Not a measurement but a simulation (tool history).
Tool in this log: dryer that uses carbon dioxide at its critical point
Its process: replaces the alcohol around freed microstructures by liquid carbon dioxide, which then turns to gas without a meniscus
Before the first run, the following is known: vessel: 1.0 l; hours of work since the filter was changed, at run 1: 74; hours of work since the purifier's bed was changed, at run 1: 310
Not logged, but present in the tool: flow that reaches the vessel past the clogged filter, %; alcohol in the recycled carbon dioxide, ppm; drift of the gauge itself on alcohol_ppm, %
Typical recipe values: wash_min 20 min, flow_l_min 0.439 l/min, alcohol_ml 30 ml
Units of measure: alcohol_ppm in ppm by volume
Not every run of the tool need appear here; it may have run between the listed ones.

| run | hour | wash_min | flow_l_min | alcohol_ml | hours of work since the filter was changed | hours of work since the purifier's bed was changed | alcohol_ppm |
|---|---|---|---|---|---|---|---|
| 1 | 0.0 | 20 | 0.439 | 30 | 74 | 310 | 55 |
| 2 | 18.1 | 20 | 0.439 | 56 | 87 | 323 | 61 |
| 3 | 36.1 | 20 | 0.439 | 45 | 100 | 336 | 75 |
| 4 | 50.0 | 20 | 0.439 | 45 | 110 | 346 | 74 |
| 5 | 58.9 | 20 | 0.439 | 45 | 116 | 352 | 68 |
| 6 | 71.2 | 20 | 0.439 | 45 | 125 | 361 | 78 |
| 7 | 85.4 | 20 | 0.439 | 45 | 135 | 371 | 84 |
| 8 | 98.0 | 20 | 0.439 | 30 | 144 | 380 | 77 |
| 9 | 116.9 | 20 | 0.439 | 30 | 158 | 393 | 79 |
| 10 | 131.5 | 13 | 0.439 | 30 | 168 | 404 | 242 |
| 11 | 143.5 | 13 | 0.439 | 30 | 177 | 412 | 247 |
| 12 | 152.0 | 13 | 0.439 | 30 | 183 | 419 | 254 |
| 13 | 166.7 | 13 | 0.439 | 30 | 193 | 429 | 260 |
| 14 | 180.2 | 13 | 0.439 | 25 | 203 | 439 | 227 |
| 15 | 192.2 | 20 | 0.352 | 28 | 211 | 447 | 113 |
| 16 | 201.9 | 20 | 0.352 | 28 | 218 | 454 | 118 |
| 17 | 217.8 | 23 | 0.335 | 84 | 230 | 466 | 169 |
|  | 227.1 | inlet filter changed |
| 18 | 227.1 | 20 | 0.325 | 30 | 0 | 472 | 135 |
| 19 | 245.7 | 20 | 0.325 | 30 | 13 | 485 | 135 |
| 20 | 256.6 | 20 | 0.441 | 30 | 21 | 493 | 74 |
| 21 | 267.5 | 20 | 0.441 | 30 | 29 | 500 | 88 |
| 22 | 277.9 | 26 | 0.439 | 39 | 36 | 508 | 70 |
| 23 | 295.2 | 15 | 0.379 | 48 | 49 | 520 | 329 |

Here are 5 independent what-if runs from the current tool condition. What would each one return?
| A | 308.1 | 19 | 0.439 | 30 | 58 | 530 | ? |
| B | 308.1 | 15 | 0.356 | 65 | 58 | 530 | ? |
| C | 308.1 | 15 | 0.379 | 47 | 58 | 530 | ? |
| D | 308.1 | 18 | 0.379 | 48 | 58 | 530 | ? |
| E | 308.1 | 26 | 0.492 | 95 | 58 | 530 | ? |

| run | alcohol_ppm |
|---|---|
| A | 86 |
| B | 544 |
| C | 337 |
| D | 174 |
| E | 75 |
With the hidden condition removed and each run's random variation left untouched, the same runs would have given:
| run | alcohol_ppm |
|---|---|
| A | 13 |
| B | 415 |
| C | 231 |
| D | 87 |
| E | 4 |

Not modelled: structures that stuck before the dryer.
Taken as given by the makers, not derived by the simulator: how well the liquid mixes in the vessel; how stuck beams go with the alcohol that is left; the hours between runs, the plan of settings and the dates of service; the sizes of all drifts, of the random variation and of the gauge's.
